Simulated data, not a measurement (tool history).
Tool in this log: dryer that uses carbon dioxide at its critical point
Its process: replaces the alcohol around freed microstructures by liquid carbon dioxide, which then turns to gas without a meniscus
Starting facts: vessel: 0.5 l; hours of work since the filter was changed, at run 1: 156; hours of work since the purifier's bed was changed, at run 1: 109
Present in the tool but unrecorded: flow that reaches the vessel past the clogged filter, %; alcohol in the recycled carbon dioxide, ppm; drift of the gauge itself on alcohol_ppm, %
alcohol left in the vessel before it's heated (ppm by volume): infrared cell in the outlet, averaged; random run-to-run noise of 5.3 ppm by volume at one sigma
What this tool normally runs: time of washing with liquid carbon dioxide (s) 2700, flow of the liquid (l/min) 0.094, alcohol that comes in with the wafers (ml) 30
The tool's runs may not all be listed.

run,day,time of washing with liquid carbon dioxide (s),flow of the liquid (l/min),alcohol that comes in with the wafers (ml),hours of work since the filter was changed,hours of work since the purifier's bed was changed,alcohol left in the vessel before it's heated (ppm by volume)
1,0,2700,0.094,30,156,109,224
2,1.304,2700,0.094,30,179,132,251
3,2.254,2700,0.094,30,196,148,262
4,3.742,2700,0.094,30,222,174,278
5,4.975,2700,0.094,30,243,196,317
6,5.904,2700,0.094,108,260,212,884
7,6.888,2700,0.094,108,277,230,903
8,8.042,2700,0.094,108,297,250,985
9,8.912,2700,0.1518,45,313,265,164
10,9.825,2700,0.095,30,329,281,387
11,10.65,1800,0.0868,48,343,296,3489
12,12.121,3420,0.086,31,369,321,291
13,13.212,3420,0.086,31,388,341,304
14,14.288,3420,0.086,31,407,359,330
15,15.229,2340,0.0574,30,423,376,3654
16,16.175,3960,0.0574,76,440,392,1443

Alternative continuations, all from the tool just after run 16; predict every row:
A,17.308,3360,0.094,30,460,412,?
B,17.308,2700,0.1237,41,460,412,?
C,17.308,3000,0.1387,88,460,412,?
D,17.308,2700,0.1151,30,460,412,?

run,alcohol left in the vessel before it's heated (ppm by volume)
A,316
B,303
C,259
D,331
Had the tool no hidden state, the same runs would have come out as:
run,alcohol left in the vessel before it's heated (ppm by volume)
A,36
B,21
C,7
D,33

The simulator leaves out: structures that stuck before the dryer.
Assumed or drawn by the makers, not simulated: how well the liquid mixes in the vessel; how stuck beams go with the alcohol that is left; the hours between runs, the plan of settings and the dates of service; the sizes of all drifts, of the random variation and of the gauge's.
